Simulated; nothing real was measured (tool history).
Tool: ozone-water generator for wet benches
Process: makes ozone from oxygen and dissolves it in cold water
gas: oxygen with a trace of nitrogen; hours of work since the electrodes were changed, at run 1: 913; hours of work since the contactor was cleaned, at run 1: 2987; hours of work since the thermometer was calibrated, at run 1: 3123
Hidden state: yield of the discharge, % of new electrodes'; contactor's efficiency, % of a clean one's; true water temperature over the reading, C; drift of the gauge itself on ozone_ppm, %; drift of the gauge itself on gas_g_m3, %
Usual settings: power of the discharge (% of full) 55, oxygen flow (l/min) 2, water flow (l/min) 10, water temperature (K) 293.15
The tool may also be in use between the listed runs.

| run | day | power of the discharge (% of full) | oxygen flow (l/min) | water flow (l/min) | water temperature (K) | hours of work since the electrodes were changed | hours of work since the contactor was cleaned | hours of work since the thermometer was calibrated | dissolved ozone (ppm) | ozone in the gas ahead of the water (g/m3) |
|---|---|---|---|---|---|---|---|---|---|---|
| 1 | 0 | 55 | 2 | 10 | 293.15 | 913 | 2987 | 3123 | 14.1 | 144.2 |
| 2 | 1.217 | 55 | 2 | 10 | 293.15 | 942 | 3016 | 3152 | 14.1 | 142.8 |
| 3 | 1.804 | 55 | 2 | 10 | 293.15 | 955 | 3030 | 3165 | 14 | 143.7 |
| 4 | 2.504 | 55 | 2 | 10 | 295.15 | 972 | 3046 | 3182 | 13.7 | 141.8 |
| 5 | 3.792 | 55 | 2 | 10 | 291.15 | 1003 | 3077 | 3213 | 14.3 | 141.9 |
|  | 4.879 | water thermometer calibrated |
| 6 | 4.921 | 55 | 2 | 10 | 295.15 | 1029 | 3103 | 1 | 13.5 | 141.6 |
| 7 | 5.671 | 89 | 2 | 10 | 295.15 | 1047 | 3121 | 19 | 18.4 | 191 |
| 8 | 6.296 | 55 | 1.62 | 10 | 293.15 | 1062 | 3136 | 34 | 13.1 | 151.9 |
| 9 | 6.892 | 55 | 1.62 | 10 | 293.15 | 1076 | 3150 | 48 | 13.6 | 154.3 |
| 10 | 8.204 | 55 | 1.62 | 10 | 293.15 | 1107 | 3181 | 79 | 13.3 | 152.1 |
| 11 | 9.3 | 55 | 1.62 | 9 | 293.15 | 1133 | 3207 | 105 | 14.6 | 153.9 |
| 12 | 10.488 | 99 | 1.93 | 8 | 300.15 | 1161 | 3236 | 133 | 21.2 | 207.8 |

The next listed run, before its measurement:
| 13 | 11.562 | 82 | 1.93 | 8 | 300.15 | 1187 | 3261 | 159 | ? | ? |

dissolved ozone (ppm): 19.1
ozone in the gas ahead of the water (g/m3): 182.9
Without the tool's hidden state the same run would have given dissolved ozone (ppm) 20.9, ozone in the gas ahead of the water (g/m3) 192.9.
